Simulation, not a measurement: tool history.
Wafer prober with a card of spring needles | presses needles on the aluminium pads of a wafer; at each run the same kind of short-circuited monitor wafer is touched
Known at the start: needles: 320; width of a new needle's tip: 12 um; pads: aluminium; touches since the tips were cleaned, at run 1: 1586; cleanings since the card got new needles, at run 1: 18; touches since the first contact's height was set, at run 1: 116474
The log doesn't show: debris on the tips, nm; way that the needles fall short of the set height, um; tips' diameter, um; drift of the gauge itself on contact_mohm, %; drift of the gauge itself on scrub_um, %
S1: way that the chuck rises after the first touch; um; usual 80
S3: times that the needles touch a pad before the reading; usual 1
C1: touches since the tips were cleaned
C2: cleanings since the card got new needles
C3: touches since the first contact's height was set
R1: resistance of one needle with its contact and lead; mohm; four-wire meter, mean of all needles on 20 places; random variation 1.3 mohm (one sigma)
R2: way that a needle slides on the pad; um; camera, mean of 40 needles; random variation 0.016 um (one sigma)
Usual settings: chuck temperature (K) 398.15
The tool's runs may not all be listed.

run 1 hour=0 | S1=80 chuck_temperature_(K)=398.15 S3=1 | C1=1586 C2=18 C3=116474 | R1=183 R2=14.14
run 2 hour=9.4 | S1=80 chuck_temperature_(K)=398.15 S3=1 | C1=4498 C2=18 C3=119386 | R1=188 R2=14.16
-- hour=13.8 tips cleaned on abrasive film
run 3 hour=20.6 | S1=80 chuck_temperature_(K)=398.15 S3=1 | C1=2116 C2=19 C3=122816 | R1=192 R2=14.08
run 4 hour=31.1 | S1=80 chuck_temperature_(K)=324.15 S3=1 | C1=5357 C2=19 C3=126057 | R1=178 R2=14.07
-- hour=32.9 tips cleaned on abrasive film
-- hour=45.7 height of the first contact set anew
run 5 hour=46.1 | S1=80 chuck_temperature_(K)=324.15 S3=1 | C1=3969 C2=20 C3=123 | R1=174 R2=14.45
-- hour=52.3 tips cleaned on abrasive film
run 6 hour=53.9 | S1=80 chuck_temperature_(K)=324.15 S3=1 | C1=497 C2=21 C3=2510 | R1=162 R2=14.42
run 7 hour=69 | S1=80 chuck_temperature_(K)=324.15 S3=1 | C1=5161 C2=21 C3=7174 | R1=174 R2=14.44
-- hour=70.7 tips cleaned on abrasive film
-- hour=84.6 tips cleaned on abrasive film, once more
run 8 hour=85.1 | S1=70 chuck_temperature_(K)=398.15 S3=1 | C1=128 C2=23 C3=12077 | R1=176 R2=12.58
run 9 hour=101.4 | S1=70 chuck_temperature_(K)=398.15 S3=1 | C1=5167 C2=23 C3=17116 | R1=191 R2=12.57
-- hour=104.1 tips cleaned on abrasive film
run 10 hour=119.5 | S1=70 chuck_temperature_(K)=398.15 S3=1 | C1=4774 C2=24 C3=22700 | R1=191 R2=12.56
-- hour=122.2 tips cleaned on abrasive film
run 11 hour=127.4 | S1=70 chuck_temperature_(K)=398.15 S3=1 | C1=1598 C2=25 C3=25113 | R1=181 R2=12.56
-- hour=141.4 tips cleaned on abrasive film
run 12 hour=141.9 | S1=70 chuck_temperature_(K)=398.15 S3=1 | C1=179 C2=26 C3=29573 | R1=175 R2=12.56
run 13 hour=156.4 | S1=70 chuck_temperature_(K)=398.15 S3=1 | C1=4633 C2=26 C3=34027 | R1=191 R2=12.54
-- hour=160.8 tips cleaned on abrasive film
run 14 hour=175.3 | S1=80 chuck_temperature_(K)=337.15 S3=1 | C1=4483 C2=27 C3=39839 | R1=176 R2=14.35
-- hour=179.2 tips cleaned on abrasive film
run 15 hour=191.9 | S1=80 chuck_temperature_(K)=337.15 S3=1 | C1=3944 C2=28 C3=44966 | R1=175 R2=14.3
-- hour=197.5 tips cleaned on abrasive film
run 16 hour=200.1 | S1=80 chuck_temperature_(K)=353.15 S3=1 | C1=789 C2=29 C3=47458 | R1=168 R2=14.29
-- hour=215.7 tips cleaned on abrasive film
run 17 hour=217.4 | S1=80 chuck_temperature_(K)=307.15 S3=1 | C1=537 C2=30 C3=52787 | R1=158 R2=14.29
run 18 hour=231.3 | S1=96 chuck_temperature_(K)=385.15 S3=2 | C1=4826 C2=30 C3=57076 | R1=175 R2=17.18
-- hour=235 tips cleaned on abrasive film
run 19 hour=239.8 | S1=70 chuck_temperature_(K)=364.15 S3=1 | C1=1490 C2=31 C3=59679 | R1=174 R2=12.48
run 20 hour=249.6 | S1=70 chuck_temperature_(K)=364.15 S3=1 | C1=4499 C2=31 C3=62688 | R1=182 R2=12.46
-- hour=254.1 tips cleaned on abrasive film
run 21 hour=257.8 | S1=70 chuck_temperature_(K)=364.15 S3=1 | C1=1160 C2=32 C3=65208 | R1=172 R2=12.45
run 22 hour=268.7 | S1=98 chuck_temperature_(K)=364.15 S3=1 | C1=4537 C2=32 C3=68585 | R1=176 R2=17.5
-- hour=272.3 tips cleaned on abrasive film
run 23 hour=280.1 | S1=98 chuck_temperature_(K)=364.15 S3=1 | C1=2438 C2=33 C3=72080 | R1=174 R2=17.49
-- hour=291.3 tips cleaned on abrasive film
run 24 hour=298.5 | S1=71 chuck_temperature_(K)=319.15 S3=1 | C1=2227 C2=34 C3=77728 | R1=170 R2=12.6
-- hour=309.8 tips cleaned on abrasive film
run 25 hour=313.5 | S1=91 chuck_temperature_(K)=327.15 S3=1 | C1=1141 C2=35 C3=82328 | R1=165 R2=16.18
run 26 hour=322.8 | S1=91 chuck_temperature_(K)=327.15 S3=1 | C1=4013 C2=35 C3=85200 | R1=169 R2=16.17
-- hour=328.7 tips cleaned on abrasive film
run 27 hour=339.1 | S1=71 chuck_temperature_(K)=334.15 S3=3 | C1=3212 C2=36 C3=90219 | R1=166 R2=12.58
-- hour=347.9 tips cleaned on abrasive film
run 28 hour=355.4 | S1=64 chuck_temperature_(K)=370.15 S3=1 | C1=2329 C2=37 C3=95237 | R1=182 R2=11.28
-- hour=366 tips cleaned on abrasive film
run 29 hour=368.7 | S1=86 chuck_temperature_(K)=370.15 S3=3 | C1=835 C2=38 C3=99303 | R1=168 R2=15.24
run 30 hour=377.5 | S1=84 chuck_temperature_(K)=398.15 S3=1 | C1=3544 C2=38 C3=102012 | R1=185 R2=14.86
-- hour=385.1 tips cleaned on abrasive film
run 31 hour=385.5 | S1=85 chuck_temperature_(K)=320.15 S3=1 | C1=134 C2=39 C3=104461 | R1=160 R2=15.05
-- hour=403.7 tips cleaned on abrasive film
run 32 hour=404.4 | S1=84 chuck_temperature_(K)=302.15 S3=1 | C1=205 C2=40 C3=110273 | R1=156 R2=14.85
run 33 hour=415.8 | S1=76 chuck_temperature_(K)=325.15 S3=1 | C1=3732 C2=40 C3=113800 | R1=172 R2=13.4
-- hour=422.6 tips cleaned on abrasive film
run 34 hour=424.6 | S1=76 chuck_temperature_(K)=325.15 S3=1 | C1=603 C2=41 C3=116486 | R1=164 R2=13.4

Measured less the same run without the tool's hidden state. The same run-to-run variation is in both; the gauge's scatter may not be:
run=1 R1=+11 R2=-0.28
run=2 R1=+16 R2=-0.28
run=3 R1=+21 R2=-0.37
run=4 R1=+20 R2=-0.37
run=5 R1=+15 R2=+0
run=6 R1=+4 R2=-0.02
run=7 R1=+16 R2=-0.01
run=8 R1=+2 R2=-0.06
run=9 R1=+17 R2=-0.05
run=10 R1=+17 R2=-0.07
run=11 R1=+9 R2=-0.08
run=12 R1=+2 R2=-0.1
run=13 R1=+16 R2=-0.09
run=14 R1=+16 R2=-0.11
run=15 R1=+14 R2=-0.13
run=16 R1=+5 R2=-0.14
run=17 R1=+4 R2=-0.16
run=18 R1=+8 R2=-0.16
run=19 R1=+9 R2=-0.18
run=20 R1=+16 R2=-0.18
run=21 R1=+7 R2=-0.19
run=22 R1=+13 R2=-0.19
run=23 R1=+8 R2=-0.2
run=24 R1=+13 R2=-0.22
run=25 R1=+7 R2=-0.24
run=26 R1=+13 R2=-0.24
run=27 R1=+5 R2=-0.25
run=28 R1=+15 R2=-0.28
run=29 R1=+2 R2=-0.3
run=30 R1=+13 R2=-0.29
run=31 R1=+2 R2=-0.3
run=32 R1=+3 R2=-0.32
run=33 R1=+14 R2=-0.32
run=34 R1=+5 R2=-0.34
